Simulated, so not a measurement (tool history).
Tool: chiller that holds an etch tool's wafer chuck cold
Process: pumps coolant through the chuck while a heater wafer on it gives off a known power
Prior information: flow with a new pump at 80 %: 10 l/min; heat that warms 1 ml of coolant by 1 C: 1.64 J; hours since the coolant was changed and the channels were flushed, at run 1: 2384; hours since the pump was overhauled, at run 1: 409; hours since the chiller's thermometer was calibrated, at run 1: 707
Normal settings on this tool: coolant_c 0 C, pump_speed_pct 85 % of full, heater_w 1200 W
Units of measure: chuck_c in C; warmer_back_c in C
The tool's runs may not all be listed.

run,hour,coolant_c,pump_speed_pct,heater_w,hours since the coolant was changed and the channels were flushed,hours since the pump was overhauled,hours since the chiller's thermometer was calibrated,chuck_c,warmer_back_c
1,0,0,85,1200,2384,409,707,8.2,4.13
2,44.3,0,85,1200,2429,454,751,8.2,4.09
3,76.4,0,85,908,2461,486,784,6.1,3.16
4,116.9,0,85,908,2501,526,824,6.3,3.11
5,152.3,0,85,908,2537,562,859,6.3,3.15
6,195.8,0,85,908,2580,605,903,6.2,3.16
7,227.8,0,85,908,2612,637,935,6.3,3.12
8,264.4,0,85,908,2649,674,971,6.2,3.1
9,313.6,0,85,908,2698,723,1021,6.2,3.09
10,336.9,0,85,908,2721,746,1044,6.1,3.16
11,381.7,0,85,908,2766,791,1089,6.2,3.13
12,414.8,8,74,1372,2799,824,1122,18.7,5.53
13,457.4,6,85,1200,2842,867,1165,14.4,4.16
14,499.6,4,85,1200,2884,909,1207,12.4,4.13
15,523.1,6,96,973,2907,933,1230,12.2,3.04
16,546.4,0,97,1291,2931,956,1254,8,3.85
17,596.4,9,87,1125,2981,1006,1303,16.7,3.81
18,628.7,-6,85,1200,3013,1038,1336,2.5,4.22
19,682.9,0,85,1190,3067,1092,1390,8.3,4.09
20,713.7,0,85,1380,3098,1123,1421,9.6,4.8

Branching from run 20: 3 alternative next runs. What would each branch give?
A,739.7,9,85,1200,3124,1149,1447,?,?
B,739.7,-3,61,789,3124,1149,1447,?,?
C,739.7,7,95,877,3124,1149,1447,?,?

run,chuck_c,warmer_back_c
A,17.5,4.2
B,4.4,4.06
C,12.6,2.64
Had the tool no hidden state, the same runs would have come out as:
run,chuck_c,warmer_back_c
A,16.7,4.12
B,3.6,3.99
C,11.9,2.59

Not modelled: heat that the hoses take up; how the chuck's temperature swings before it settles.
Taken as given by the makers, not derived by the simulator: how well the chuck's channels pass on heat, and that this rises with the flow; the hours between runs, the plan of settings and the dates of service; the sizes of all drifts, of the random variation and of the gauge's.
